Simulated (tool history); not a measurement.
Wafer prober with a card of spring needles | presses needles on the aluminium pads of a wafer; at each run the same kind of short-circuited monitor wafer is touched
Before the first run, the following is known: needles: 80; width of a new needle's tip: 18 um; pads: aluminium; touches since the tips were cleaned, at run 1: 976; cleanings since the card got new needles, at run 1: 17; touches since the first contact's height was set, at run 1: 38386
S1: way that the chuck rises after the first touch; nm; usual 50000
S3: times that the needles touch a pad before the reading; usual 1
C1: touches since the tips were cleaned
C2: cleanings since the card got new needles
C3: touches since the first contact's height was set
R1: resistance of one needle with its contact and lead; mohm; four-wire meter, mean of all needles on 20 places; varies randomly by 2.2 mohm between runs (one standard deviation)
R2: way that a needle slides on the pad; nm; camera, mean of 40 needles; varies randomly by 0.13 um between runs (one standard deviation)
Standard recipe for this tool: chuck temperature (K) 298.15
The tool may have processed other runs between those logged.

Run 1, hour 0: usual settings; C1 976; C2 17; C3 38386. Result: R1 308 mohm, R2 9360 nm.
At hour 4.9: tips cleaned on abrasive film.
Run 2, hour 12: usual settings; C1 1986; C2 18; C3 41706. Result: R1 436 mohm, R2 9210 nm.
At hour 13.9: tips cleaned on abrasive film.
At hour 22.7: tips cleaned on abrasive film.
At hour 31: tips cleaned on abrasive film.
Run 3, hour 34.1: usual settings; C1 868; C2 21; C3 47813. Result: R1 316 mohm, R2 9180 nm.
At hour 38.7: tips cleaned on abrasive film.
Run 4, hour 45.2: usual settings; C1 1801; C2 22; C3 50870. Result: R1 372 mohm, R2 9320 nm.
At hour 46.9: tips cleaned on abrasive film.
At hour 55.4: tips cleaned on abrasive film.
At hour 63.6: tips cleaned on abrasive film.
Run 5, hour 69.3: usual settings; C1 1591; C2 25; C3 57534. Result: R1 352 mohm, R2 8890 nm.
At hour 72.5: tips cleaned on abrasive film.
At hour 81.1: tips cleaned on abrasive film.
At hour 89.3: tips cleaned on abrasive film.
Run 6, hour 92.5: usual settings; C1 869; C2 28; C3 63915. Result: R1 315 mohm, R2 9170 nm.
At hour 96.8: tips cleaned on abrasive film.
At hour 101.7: tips cleaned on abrasive film, once more.
Run 7, hour 108.4: usual settings; C1 1861; C2 30; C3 68318. Result: R1 371 mohm, R2 9090 nm.
At hour 110.3: tips cleaned on abrasive film.
At hour 118.2: tips cleaned on abrasive film.
At hour 125.8: tips cleaned on abrasive film.
Run 8, hour 128.6: usual settings; C1 792; C2 33; C3 73878. Result: R1 323 mohm, R2 8950 nm.
At hour 133.4: tips cleaned on abrasive film.
At hour 141.5: tips cleaned on abrasive film.
At hour 149.4: tips cleaned on abrasive film.
Run 9, hour 152.3: usual settings but S1 32000 nm, chuck temperature (K) 329.15, S3 2; C1 792; C2 36; C3 80404. Result: R1 368 mohm, R2 5370 nm.
At hour 157.6: tips cleaned on abrasive film.
Run 10, hour 163: usual settings but S1 56000 nm, chuck temperature (K) 357.15, S3 2; C1 1510; C2 37; C3 83391. Result: R1 303 mohm, R2 9910 nm.
At hour 165.9: tips cleaned on abrasive film.
At hour 173.6: tips cleaned on abrasive film.
At hour 181: tips cleaned on abrasive film.
Run 11, hour 181.7: usual settings but S1 32000 nm, S3 2; C1 203; C2 40; C3 88514. Result: R1 309 mohm, R2 5530 nm.
At hour 188.7: tips cleaned on abrasive film.
At hour 196.4: tips cleaned on abrasive film.
Run 12, hour 197.3: usual settings but S1 57000 nm, chuck temperature (K) 302.15, S3 2; C1 259; C2 42; C3 92824. Result: R1 262 mohm, R2 10060 nm.

Run 13 is up next; what results do you expect?
At hour 204.4: tips cleaned on abrasive film.
Run 13, hour 210.5: usual settings but S1 30000 nm, chuck temperature (K) 356.15, S3 2; C1 1681; C2 43; C3 96475. Result: R1 ?, R2 ?.

Logged for run 13: R1 476 mohm, R2 4720 nm.
If the tool had no hidden condition, the same run with the same run-to-run variation would have returned R1 270 mohm, R2 5580 nm.
